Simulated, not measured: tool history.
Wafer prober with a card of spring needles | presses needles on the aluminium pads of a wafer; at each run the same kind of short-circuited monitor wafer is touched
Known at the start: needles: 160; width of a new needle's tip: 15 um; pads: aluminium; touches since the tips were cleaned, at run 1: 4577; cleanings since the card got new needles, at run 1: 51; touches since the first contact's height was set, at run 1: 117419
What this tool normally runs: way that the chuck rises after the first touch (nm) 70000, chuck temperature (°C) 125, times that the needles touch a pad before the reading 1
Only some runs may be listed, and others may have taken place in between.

run   hour  way that the chuck rises after the first touch (nm)  chuck temperature (°C)  times that the needles touch a pad before the reading  touches since the tips were cleaned  cleanings since the card got new needles  touches since the first contact's height was set  resistance of one needle with its contact and lead (mohm)  way that a needle slides on the pad (nm)
  1      0                                                70000                     125                                                      1                                 4577                                        51                                            117419                                                        257                                     18020
      12.5  -- tips cleaned on abrasive film
      48.2  -- tips cleaned on abrasive film
  2   59.9                                                85000                     125                                                      1                                 2131                                        53                                            128277                                                        250                                     21620
      88.4  -- tips cleaned on abrasive film
     123.4  -- tips cleaned on abrasive film
  3  123.4                                                70000                     125                                                      1                                    0                                        55                                            139812                                                        257                                     18160
     163.3  -- tips cleaned on abrasive film
  4  169.9                                                70000                     125                                                      1                                 1194                                        56                                            148249                                                        254                                     18040
     201.7  -- tips cleaned on abrasive film
  5  218.2                                                70000                     125                                                      1                                 3000                                        57                                            157021                                                        253                                     18160
     237.4  -- tips cleaned on abrasive film
  6  271.7                                                70000                     125                                                      1                                 6250                                        58                                            166742                                                        254                                     18060
     278.4  -- tips cleaned on abrasive film
     316.3  -- tips cleaned on abrasive film
  7  316.3                                                70000                     125                                                      1                                    0                                        60                                            174815                                                        253                                     18020
     354.1  -- tips cleaned on abrasive film
  8  376.9                                                55000                     125                                                      1                                 4142                                        61                                            185825                                                        259                                     14410
     389.1  -- tips cleaned on abrasive film
  9  409.1                                                55000                     125                                                      1                                 3644                                        62                                            191675                                                        258                                     14140
     426.2  -- tips cleaned on abrasive film
 10  444.4                                                55000                      27                                                      1                                 3306                                        63                                            198071                                                        233                                     14220
     462.3  -- tips cleaned on abrasive film
 11  479.1                                                70000                      97                                                      1                                 3058                                        64                                            204385                                                        249                                     18230
     498.1  -- tips cleaned on abrasive film
     533.8  -- tips cleaned on abrasive film
 12  553.8                                                73000                      31                                                      1                                 3651                                        66                                            217943                                                        231                                     18760
     560.3  -- height of the first contact set anew
     570.8  -- tips cleaned on abrasive film
     606.5  -- tips cleaned on abrasive film
 13  606.5                                                73000                      31                                                      1                                    0                                        68                                              8373                                                        233                                     18770
 14  638.3                                                66000                     113                                                      3                                 5801                                        68                                             14174                                                        249                                     17130
     644.7  -- tips cleaned on abrasive film
     680.3  -- tips cleaned on abrasive film
 15  686.9                                                66000                     113                                                      3                                 1207                                        70                                             22982                                                        251                                     17010
     717.8  -- tips cleaned on abrasive film
     754.5  -- tips cleaned on abrasive film
 16    758                                                86000                      69                                                      2                                  628                                        72                                             35875                                                        242                                     22170
     793.4  -- tips cleaned on abrasive film
 17  807.3                                                86000                      69                                                      2                                 2519                                        73                                             44825                                                        235                                     22570

Each row is a separate what-if for the run after 17, all from the same tool condition, not one after another. Results?
     832.5  -- tips cleaned on abrasive film
  A  865.7                                                70000                      83                                                      1                                 6042                                        74                                             55442                                                          ?                                         ?
     832.5  -- tips cleaned on abrasive film
  B  865.7                                                88000                      43                                                      3                                 6042                                        74                                             55442                                                          ?                                         ?
     832.5  -- tips cleaned on abrasive film
  C  865.7                                                83000                      90                                                      3                                 6042                                        74                                             55442                                                          ?                                         ?
     832.5  -- tips cleaned on abrasive film
  D  865.7                                                86000                     117                                                      2                                 6042                                        74                                             55442                                                          ?                                         ?

run  resistance of one needle with its contact and lead (mohm)  way that a needle slides on the pad (nm)
  A                                                        242                                     18090
  B                                                        236                                     22650
  C                                                        241                                     21530
  D                                                        250                                     22250
With the hidden condition removed and each run's random variation left untouched, the same runs would have given:
run  resistance of one needle with its contact and lead (mohm)  way that a needle slides on the pad (nm)
  A                                                        241                                     18090
  B                                                        236                                     22650
  C                                                        241                                     21530
  D                                                        250                                     22260

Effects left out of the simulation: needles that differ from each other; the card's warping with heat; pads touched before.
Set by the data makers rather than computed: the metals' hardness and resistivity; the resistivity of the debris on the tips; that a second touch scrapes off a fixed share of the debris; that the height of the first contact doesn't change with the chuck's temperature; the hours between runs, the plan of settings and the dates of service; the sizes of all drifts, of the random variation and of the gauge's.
